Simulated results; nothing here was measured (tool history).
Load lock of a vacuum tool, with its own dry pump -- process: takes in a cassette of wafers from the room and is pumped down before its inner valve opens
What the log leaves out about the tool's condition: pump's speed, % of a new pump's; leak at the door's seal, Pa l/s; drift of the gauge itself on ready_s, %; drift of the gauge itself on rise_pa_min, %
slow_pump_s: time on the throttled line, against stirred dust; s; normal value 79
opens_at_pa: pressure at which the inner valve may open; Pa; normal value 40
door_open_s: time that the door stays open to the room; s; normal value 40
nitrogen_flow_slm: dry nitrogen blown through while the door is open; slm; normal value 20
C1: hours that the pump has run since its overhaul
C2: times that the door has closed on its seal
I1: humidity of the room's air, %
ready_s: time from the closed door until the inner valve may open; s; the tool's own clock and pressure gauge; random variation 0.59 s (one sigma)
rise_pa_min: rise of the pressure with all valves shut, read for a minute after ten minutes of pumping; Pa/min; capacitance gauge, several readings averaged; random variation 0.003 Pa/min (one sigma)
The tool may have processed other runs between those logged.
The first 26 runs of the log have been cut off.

Run 27, hour 7301.5: usual settings but slow_pump_s 100 s, opens_at_pa 79 Pa, nitrogen_flow_slm 35 slm; C1 21326; C2 12504; I1 44.2. Result: ready_s 138.5 s, rise_pa_min 0.058 Pa/min.
Run 28, hour 7528.4: usual settings but opens_at_pa 60 Pa, door_open_s 63 s, nitrogen_flow_slm 8 slm; C1 21553; C2 12810; I1 48.4. Result: ready_s 126.7 s, rise_pa_min 0.08 Pa/min.
Run 29, hour 7845.5: usual settings but opens_at_pa 60 Pa, door_open_s 63 s, nitrogen_flow_slm 8 slm; C1 21870; C2 13238; I1 42.2. Result: ready_s 125.1 s, rise_pa_min 0.083 Pa/min.
Run 30, hour 8099.2: usual settings but opens_at_pa 60 Pa, door_open_s 63 s, nitrogen_flow_slm 8 slm; C1 22124; C2 13580; I1 48.6. Result: ready_s 125.1 s, rise_pa_min 0.083 Pa/min.
Run 31, hour 8312.2: usual settings but opens_at_pa 60 Pa, door_open_s 63 s, nitrogen_flow_slm 8 slm; C1 22337; C2 13867; I1 47.9. Result: ready_s 126 s, rise_pa_min 0.087 Pa/min.
Run 32, hour 8633.6: usual settings but slow_pump_s 44 s, opens_at_pa 60 Pa, door_open_s 28 s, nitrogen_flow_slm 40 slm; C1 22658; C2 14301; I1 44.5. Result: ready_s 98.3 s, rise_pa_min 0.064 Pa/min.
Run 33, hour 8852.9: usual settings but slow_pump_s 132 s, opens_at_pa 74 Pa, door_open_s 85 s, nitrogen_flow_slm 25 slm; C1 22878; C2 14596; I1 44.1. Result: ready_s 164.2 s, rise_pa_min 0.073 Pa/min.
Run 34, hour 9206.5: usual settings but slow_pump_s 132 s, opens_at_pa 74 Pa, door_open_s 85 s, nitrogen_flow_slm 25 slm; C1 23231; C2 15073; I1 43. Result: ready_s 165.2 s, rise_pa_min 0.08 Pa/min.
At hour 9310.6: dry pump taken out, an overhauled one fitted.
Run 35, hour 9465.9: usual settings but opens_at_pa 45 Pa; C1 155; C2 15415; I1 44.2. Result: ready_s 117.4 s, rise_pa_min 0.082 Pa/min.
Run 36, hour 9736.1: usual settings but opens_at_pa 45 Pa, door_open_s 52 s, nitrogen_flow_slm 28 slm; C1 425; C2 15779; I1 48.2. Result: ready_s 116.8 s, rise_pa_min 0.08 Pa/min.

Alternative continuations, all from the tool just after run 36; predict every row:
Run A, hour 10045: usual settings but slow_pump_s 110 s; C1 734; C2 16196; I1 45.2. Result: ready_s ?, rise_pa_min ?.
Run B, hour 10045: usual settings but door_open_s 33 s; C1 734; C2 16196; I1 50.6. Result: ready_s ?, rise_pa_min ?.
Run C, hour 10045: usual settings but slow_pump_s 61 s; C1 734; C2 16196; I1 43.9. Result: ready_s ?, rise_pa_min ?.
Run D, hour 10045: usual settings but opens_at_pa 45 Pa, door_open_s 52 s, nitrogen_flow_slm 11 slm; C1 734; C2 16196; I1 48.6. Result: ready_s ?, rise_pa_min ?.
Run E, hour 10045: usual settings but slow_pump_s 47 s, opens_at_pa 45 Pa, door_open_s 84 s, nitrogen_flow_slm 28 slm; C1 734; C2 16196; I1 48.4. Result: ready_s ?, rise_pa_min ?.

run  ready_s  rise_pa_min
  A    144.5        0.083
  B      119        0.086
  C    102.8        0.078
  D    117.9        0.094
  E     91.1        0.083
Without the tool's hidden state the same runs would have given:
run  ready_s  rise_pa_min
  A    144.3        0.022
  B    118.8        0.024
  C    102.5        0.017
  D    117.7        0.032
  E     90.8        0.021
